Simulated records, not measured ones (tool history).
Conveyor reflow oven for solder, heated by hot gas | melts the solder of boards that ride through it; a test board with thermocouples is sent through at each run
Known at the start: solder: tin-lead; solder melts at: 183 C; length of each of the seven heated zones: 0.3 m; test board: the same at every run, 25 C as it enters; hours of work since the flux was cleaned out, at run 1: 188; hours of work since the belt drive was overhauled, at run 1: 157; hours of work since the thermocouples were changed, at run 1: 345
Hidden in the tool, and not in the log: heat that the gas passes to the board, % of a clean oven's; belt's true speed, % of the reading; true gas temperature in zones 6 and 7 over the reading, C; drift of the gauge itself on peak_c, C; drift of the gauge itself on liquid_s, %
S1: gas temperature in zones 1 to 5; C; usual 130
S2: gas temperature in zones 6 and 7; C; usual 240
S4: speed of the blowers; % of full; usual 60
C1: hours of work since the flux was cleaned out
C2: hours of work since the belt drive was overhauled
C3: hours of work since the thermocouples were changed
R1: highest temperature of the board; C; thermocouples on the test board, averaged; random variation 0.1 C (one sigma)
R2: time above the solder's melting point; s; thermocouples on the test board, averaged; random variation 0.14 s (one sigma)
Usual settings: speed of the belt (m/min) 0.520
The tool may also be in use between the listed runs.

run 1 hour=0.0 | S1=130 S2=240 speed_of_the_belt_(m/min)=0.520 S4=60 | C1=188 C2=157 C3=345 | R1=223.4 R2=54.3
run 2 hour=68.2 | S1=130 S2=240 speed_of_the_belt_(m/min)=0.520 S4=60 | C1=232 C2=201 C3=389 | R1=223.2 R2=54.0
run 3 hour=145.4 | S1=130 S2=240 speed_of_the_belt_(m/min)=0.463 S4=60 | C1=283 C2=252 C3=440 | R1=226.7 R2=63.7
run 4 hour=208.2 | S1=130 S2=240 speed_of_the_belt_(m/min)=0.463 S4=60 | C1=324 C2=293 C3=481 | R1=226.8 R2=63.7
run 5 hour=291.3 | S1=130 S2=240 speed_of_the_belt_(m/min)=0.463 S4=60 | C1=378 C2=347 C3=535 | R1=226.4 R2=63.6
run 6 hour=387.7 | S1=130 S2=240 speed_of_the_belt_(m/min)=0.520 S4=60 | C1=441 C2=410 C3=598 | R1=222.2 R2=53.7
-- hour=462.1 flux residue cleaned out of gas plates and filters
run 7 hour=471.0 | S1=130 S2=240 speed_of_the_belt_(m/min)=0.520 S4=60 | C1=6 C2=461 C3=649 | R1=225.1 R2=56.0
-- hour=523.6 thermocouples of zones 6 and 7 changed
run 8 hour=535.8 | S1=130 S2=240 speed_of_the_belt_(m/min)=0.520 S4=60 | C1=47 C2=502 C3=8 | R1=224.6 R2=55.5
-- hour=544.9 belt drive overhauled, speed set with a stopwatch
run 9 hour=584.3 | S1=130 S2=240 speed_of_the_belt_(m/min)=0.520 S4=60 | C1=76 C2=26 C3=37 | R1=224.5 R2=55.8
run 10 hour=665.7 | S1=130 S2=240 speed_of_the_belt_(m/min)=0.454 S4=60 | C1=129 C2=79 C3=90 | R1=228.6 R2=67.1
run 11 hour=732.8 | S1=130 S2=240 speed_of_the_belt_(m/min)=0.520 S4=60 | C1=172 C2=122 C3=134 | R1=224.1 R2=55.6
run 12 hour=796.4 | S1=130 S2=240 speed_of_the_belt_(m/min)=0.520 S4=60 | C1=214 C2=164 C3=175 | R1=224.1 R2=55.7
run 13 hour=857.8 | S1=130 S2=240 speed_of_the_belt_(m/min)=0.520 S4=60 | C1=254 C2=204 C3=215 | R1=223.9 R2=55.7
run 14 hour=907.8 | S1=130 S2=240 speed_of_the_belt_(m/min)=0.520 S4=60 | C1=287 C2=236 C3=248 | R1=223.8 R2=55.5
run 15 hour=979.8 | S1=130 S2=240 speed_of_the_belt_(m/min)=0.520 S4=60 | C1=333 C2=283 C3=295 | R1=223.5 R2=55.5
run 16 hour=1020.7 | S1=130 S2=231 speed_of_the_belt_(m/min)=0.607 S4=81 | C1=360 C2=310 C3=321 | R1=214.4 R2=42.2
run 17 hour=1076.7 | S1=130 S2=240 speed_of_the_belt_(m/min)=0.520 S4=61 | C1=397 C2=347 C3=358 | R1=223.6 R2=55.3
-- hour=1098.6 belt drive overhauled, speed set with a stopwatch, once more
run 18 hour=1153.2 | S1=122 S2=240 speed_of_the_belt_(m/min)=0.472 S4=74 | C1=444 C2=36 C3=405 | R1=227.3 R2=60.4
-- hour=1227.0 flux residue cleaned out of gas plates and filters
run 19 hour=1245.1 | S1=122 S2=234 speed_of_the_belt_(m/min)=0.584 S4=72 | C1=12 C2=92 C3=462 | R1=217.2 R2=42.8
run 20 hour=1335.6 | S1=141 S2=241 speed_of_the_belt_(m/min)=0.487 S4=56 | C1=71 C2=151 C3=521 | R1=228.2 R2=64.6
run 21 hour=1402.9 | S1=141 S2=241 speed_of_the_belt_(m/min)=0.487 S4=56 | C1=115 C2=195 C3=565 | R1=228.3 R2=64.2
run 22 hour=1491.5 | S1=141 S2=229 speed_of_the_belt_(m/min)=0.487 S4=68 | C1=172 C2=253 C3=622 | R1=219.2 R2=59.5
run 23 hour=1560.8 | S1=141 S2=229 speed_of_the_belt_(m/min)=0.487 S4=68 | C1=218 C2=298 C3=667 | R1=219.3 R2=59.6
-- hour=1585.8 thermocouples of zones 6 and 7 changed
run 24 hour=1647.0 | S1=125 S2=244 speed_of_the_belt_(m/min)=0.537 S4=84 | C1=272 C2=353 C3=40 | R1=230.1 R2=55.4
run 25 hour=1734.0 | S1=125 S2=244 speed_of_the_belt_(m/min)=0.537 S4=84 | C1=329 C2=410 C3=97 | R1=229.6 R2=55.3
run 26 hour=1789.5 | S1=139 S2=240 speed_of_the_belt_(m/min)=0.584 S4=60 | C1=365 C2=446 C3=133 | R1=220.2 R2=48.7
run 27 hour=1830.8 | S1=139 S2=233 speed_of_the_belt_(m/min)=0.598 S4=60 | C1=392 C2=473 C3=160 | R1=213.3 R2=42.4
run 28 hour=1874.4 | S1=139 S2=240 speed_of_the_belt_(m/min)=0.513 S4=60 | C1=421 C2=501 C3=188 | R1=224.7 R2=59.0
run 29 hour=1943.9 | S1=128 S2=240 speed_of_the_belt_(m/min)=0.610 S4=60 | C1=466 C2=546 C3=233 | R1=215.7 R2=40.4
-- hour=1978.7 flux residue cleaned out of gas plates and filters
run 30 hour=2045.4 | S1=128 S2=251 speed_of_the_belt_(m/min)=0.479 S4=56 | C1=43 C2=609 C3=296 | R1=236.7 R2=67.0

Forecast each of these 3 alternatives for the next run:
run A hour=2096.1 | S1=126 S2=247 speed_of_the_belt_(m/min)=0.520 S4=56 | C1=77 C2=642 C3=329 | R1=? R2=?
run B hour=2096.1 | S1=128 S2=240 speed_of_the_belt_(m/min)=0.468 S4=60 | C1=77 C2=642 C3=329 | R1=? R2=?
run C hour=2096.1 | S1=141 S2=240 speed_of_the_belt_(m/min)=0.476 S4=68 | C1=77 C2=642 C3=329 | R1=? R2=?

run=A R1=229.6 R2=57.4
run=B R1=227.9 R2=64.1
run=C R1=230.6 R2=68.4
Without the tool's hidden state the same runs would have given:
run=A R1=228.9 R2=56.0
run=B R1=227.3 R2=62.6
run=C R1=230.0 R2=66.9
